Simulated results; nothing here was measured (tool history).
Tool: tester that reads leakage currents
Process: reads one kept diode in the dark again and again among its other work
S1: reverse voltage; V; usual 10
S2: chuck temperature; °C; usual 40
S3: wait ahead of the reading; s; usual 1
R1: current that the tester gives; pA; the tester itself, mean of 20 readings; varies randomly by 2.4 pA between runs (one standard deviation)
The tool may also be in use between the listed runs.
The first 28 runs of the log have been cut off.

run    hour   S1  S2    S3       R1
 29  2524.1  4.5  53  6.93   1582.9
 30  2594.7   10  32  6.64    338.3
 31  2649.2  1.4  24  0.61    74.44
 32  2728.5  1.4  24  0.61    74.22
 33  2849.6  8.7  58  4.16  2984.94
 34  2967.6  2.4  35  6.43    255.9
 35  3079.4  2.1  38  0.73   318.26
 36  3155.5  1.7  38  6.42   292.09
 37    3220  7.2  26  6.87    164.4
 38  3290.9  7.2  26  6.87   163.15
 39  3362.5   10  39  0.46   626.34

5 ways to go on from here, each from the tool as it stands after run 39. What would each give?
  A  3426.9  11.9  40     1   ?
  B  3426.9  15.1  46  0.36   ?
  C  3426.9   1.3  39  2.58   ?
  D  3426.9    10  43  0.46   ?
  E  3426.9    10  23     1   ?

run       R1
  A   724.77
  B  1343.64
  C   283.64
  D   888.54
  E   139.19
With the hidden condition removed and each run's random variation left untouched, the same runs would have given:
run       R1
  A    842.9
  B  1556.16
  C   331.25
  D  1031.84
  E   162.16
